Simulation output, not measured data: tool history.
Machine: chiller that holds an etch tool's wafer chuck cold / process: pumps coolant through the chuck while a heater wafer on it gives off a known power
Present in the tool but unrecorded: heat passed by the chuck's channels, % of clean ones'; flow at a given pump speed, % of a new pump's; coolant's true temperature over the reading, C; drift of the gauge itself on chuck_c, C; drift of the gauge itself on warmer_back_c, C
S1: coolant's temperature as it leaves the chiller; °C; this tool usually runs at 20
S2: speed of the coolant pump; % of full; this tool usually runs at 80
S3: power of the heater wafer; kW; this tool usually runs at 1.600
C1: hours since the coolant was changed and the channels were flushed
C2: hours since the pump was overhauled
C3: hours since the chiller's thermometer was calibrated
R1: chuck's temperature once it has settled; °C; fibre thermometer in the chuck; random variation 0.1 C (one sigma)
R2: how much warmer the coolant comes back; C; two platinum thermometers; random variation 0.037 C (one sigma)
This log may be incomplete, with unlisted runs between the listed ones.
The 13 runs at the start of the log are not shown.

Run 14, hour 1657.6: usual settings; C1 1405; C2 6879; C3 3308. Result: R1 42.6 °C, R2 8.20 C.
Run 15, hour 1794.5: usual settings but S2 66 % of full; C1 1542; C2 7016; C3 3445. Result: R1 46.0 °C, R2 10.18 C.
At hour 1830.8: coolant pump overhauled.
At hour 1831.8: chiller's thermometer calibrated.
Run 16, hour 1951.9: usual settings; C1 1693; C2 120; C3 120. Result: R1 42.9 °C, R2 8.43 C.
Run 17, hour 2063.9: usual settings; C1 1805; C2 232; C3 232. Result: R1 42.9 °C, R2 8.43 C.
Run 18, hour 2221.4: usual settings but S1 13 °C, S2 63 % of full, S3 1.207 kW; C1 1962; C2 390; C3 390. Result: R1 33.5 °C, R2 8.35 C.
Run 19, hour 2382.2: usual settings but S1 24 °C, S2 72 % of full, S3 1.207 kW; C1 2123; C2 550; C3 550. Result: R1 42.8 °C, R2 7.25 C.
Run 20, hour 2530.4: usual settings but S1 24 °C, S2 72 % of full, S3 1.207 kW; C1 2271; C2 699; C3 699. Result: R1 43.0 °C, R2 7.29 C.
Run 21, hour 2637.8: usual settings but S1 24 °C, S2 72 % of full, S3 1.207 kW; C1 2379; C2 806; C3 806. Result: R1 43.1 °C, R2 7.29 C.
At hour 2716.5: coolant pump overhauled, once more.
Run 22, hour 2724.7: usual settings but S1 24 °C, S2 69 % of full, S3 1.207 kW; C1 2461; C2 8; C3 888. Result: R1 41.7 °C, R2 6.33 C.
Run 23, hour 2860.6: usual settings but S2 86 % of full, S3 1.061 kW; C1 2597; C2 144; C3 1024. Result: R1 33.6 °C, R2 4.33 C.
Run 24, hour 2964.6: usual settings but S1 14 °C, S2 96 % of full, S3 0.803 kW; C1 2701; C2 248; C3 1128. Result: R1 23.6 °C, R2 2.93 C.
Run 25, hour 3104.0: usual settings but S1 11 °C, S2 71 % of full, S3 1.676 kW; C1 2840; C2 388; C3 1267. Result: R1 35.4 °C, R2 8.56 C.
Run 26, hour 3261.4: usual settings but S1 11 °C, S2 81 % of full, S3 0.971 kW; C1 2998; C2 545; C3 1425. Result: R1 24.0 °C, R2 4.24 C.
Run 27, hour 3441.8: usual settings but S1 11 °C, S2 81 % of full, S3 0.971 kW; C1 3178; C2 725; C3 1605. Result: R1 24.6 °C, R2 4.25 C.
Run 28, hour 3580.9: usual settings but S1 14 °C; C1 3317; C2 864; C3 1744. Result: R1 35.9 °C, R2 7.24 C.
Run 29, hour 3693.0: usual settings but S1 16 °C, S2 65 % of full; C1 3429; C2 976; C3 1856. Result: R1 41.1 °C, R2 9.14 C.
Run 30, hour 3836.4: usual settings but S2 61 % of full, S3 1.251 kW; C1 3572; C2 1120; C3 2000. Result: R1 40.8 °C, R2 7.70 C.
Run 31, hour 3918.7: usual settings but S2 61 % of full, S3 1.251 kW; C1 3655; C2 1202; C3 2082. Result: R1 41.0 °C, R2 7.66 C.
Run 32, hour 4016.7: usual settings but S2 65 % of full, S3 1.251 kW; C1 3753; C2 1300; C3 2180. Result: R1 40.1 °C, R2 7.15 C.
Run 33, hour 4134.8: usual settings but S1 28 °C, S2 71 % of full, S3 1.221 kW; C1 3871; C2 1418; C3 2298. Result: R1 46.6 °C, R2 6.35 C.

What if the next run were any one of these 3? Each begins from the tool's condition after run 33:
Run A, hour 4278.5: usual settings but S1 25 °C, S2 77 % of full; C1 4015; C2 1562; C3 2442. Result: R1 ?, R2 ?.
Run B, hour 4278.5: usual settings but S1 16 °C, S2 79 % of full, S3 0.819 kW; C1 4015; C2 1562; C3 2442. Result: R1 ?, R2 ?.
Run C, hour 4278.5: usual settings but S3 1.371 kW; C1 4015; C2 1562; C3 2442. Result: R1 ?, R2 ?.

run    R1    R2
  A  48.2  7.66
  B  27.9  3.85
  C  39.4  6.29
With the hidden condition removed and each run's random variation left untouched, the same runs would have given:
run    R1    R2
  A  45.3  7.48
  B  26.2  3.76
  C  36.8  6.14
